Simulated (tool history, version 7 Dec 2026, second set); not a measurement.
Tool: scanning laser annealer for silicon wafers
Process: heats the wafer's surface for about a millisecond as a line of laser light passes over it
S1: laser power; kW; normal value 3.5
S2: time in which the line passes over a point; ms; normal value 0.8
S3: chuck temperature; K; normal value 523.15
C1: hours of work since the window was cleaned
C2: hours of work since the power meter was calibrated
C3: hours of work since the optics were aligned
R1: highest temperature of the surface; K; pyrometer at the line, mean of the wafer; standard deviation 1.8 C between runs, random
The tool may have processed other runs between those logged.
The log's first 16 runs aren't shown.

run 17 hour=389.1 | S1=3.5 S2=0.692 S3=523.15 | C1=245 C2=36 C3=595 | R1=1171.15
run 18 hour=406.6 | S1=3.5 S2=0.8 S3=529.15 | C1=255 C2=46 C3=605 | R1=1228.15
run 19 hour=438.1 | S1=3.5 S2=0.8 S3=529.15 | C1=273 C2=64 C3=623 | R1=1223.15
run 20 hour=459.9 | S1=3.006 S2=0.8 S3=523.15 | C1=286 C2=77 C3=636 | R1=1117.15
run 21 hour=481.4 | S1=3.006 S2=0.8 S3=499.15 | C1=298 C2=89 C3=648 | R1=1088.15
run 22 hour=506.3 | S1=3.564 S2=0.657 S3=538.15 | C1=313 C2=104 C3=663 | R1=1175.15
run 23 hour=532 | S1=3.564 S2=0.657 S3=538.15 | C1=328 C2=119 C3=678 | R1=1173.15
run 24 hour=547.8 | S1=3.216 S2=0.838 S3=518.15 | C1=337 C2=128 C3=687 | R1=1165.15
run 25 hour=565.4 | S1=3.216 S2=0.838 S3=518.15 | C1=347 C2=138 C3=697 | R1=1167.15
run 26 hour=581.1 | S1=3.216 S2=0.838 S3=518.15 | C1=356 C2=147 C3=706 | R1=1159.15
run 27 hour=601.6 | S1=3.193 S2=0.58 S3=523.15 | C1=368 C2=159 C3=718 | R1=1050.15
run 28 hour=619.7 | S1=3.744 S2=0.586 S3=563.15 | C1=378 C2=170 C3=729 | R1=1187.15
run 29 hour=649.9 | S1=3.158 S2=0.58 S3=563.15 | C1=396 C2=187 C3=746 | R1=1081.15
-- hour=671.6 window over the wafer cleaned
run 30 hour=680.5 | S1=3.5 S2=0.898 S3=491.15 | C1=5 C2=204 C3=763 | R1=1253.15
run 31 hour=695.9 | S1=3.5 S2=0.759 S3=518.15 | C1=14 C2=213 C3=772 | R1=1217.15
-- hour=727.9 optics aligned, line set to its width
run 32 hour=734.9 | S1=3.5 S2=0.759 S3=518.15 | C1=34 C2=232 C3=4 | R1=1221.15
run 33 hour=763.8 | S1=3.084 S2=0.82 S3=513.15 | C1=51 C2=249 C3=21 | R1=1152.15
run 34 hour=790.8 | S1=3.48 S2=0.927 S3=561.15 | C1=66 C2=265 C3=36 | R1=1336.15
run 35 hour=822.8 | S1=3.59 S2=0.822 S3=552.15 | C1=85 C2=283 C3=55 | R1=1303.15
run 36 hour=842.8 | S1=3.724 S2=0.673 S3=518.15 | C1=96 C2=295 C3=67 | R1=1219.15
run 37 hour=867.2 | S1=3.5 S2=0.782 S3=523.15 | C1=111 C2=309 C3=81 | R1=1227.15
run 38 hour=891 | S1=3.5 S2=0.782 S3=523.15 | C1=124 C2=323 C3=95 | R1=1232.15
run 39 hour=912.6 | S1=3.427 S2=0.782 S3=554.15 | C1=137 C2=335 C3=107 | R1=1246.15
run 40 hour=933 | S1=3.629 S2=0.782 S3=534.15 | C1=149 C2=347 C3=119 | R1=1264.15

What if the next run were any one of these 4? Each begins from the tool's condition after run 40:
run A hour=948.4 | S1=3.123 S2=0.782 S3=534.15 | C1=158 C2=356 C3=128 | R1=?
run B hour=948.4 | S1=3.605 S2=0.736 S3=486.15 | C1=158 C2=356 C3=128 | R1=?
run C hour=948.4 | S1=3.636 S2=0.677 S3=542.15 | C1=158 C2=356 C3=128 | R1=?
run D hour=948.4 | S1=3.405 S2=0.782 S3=504.15 | C1=158 C2=356 C3=128 | R1=?

run=A R1=1157.15
run=B R1=1191.15
run=C R1=1222.15
run=D R1=1187.15
With the hidden condition removed and each run's random variation left untouched, the same runs would have given:
run=A R1=1169.15
run=B R1=1204.15
run=C R1=1234.15
run=D R1=1199.15
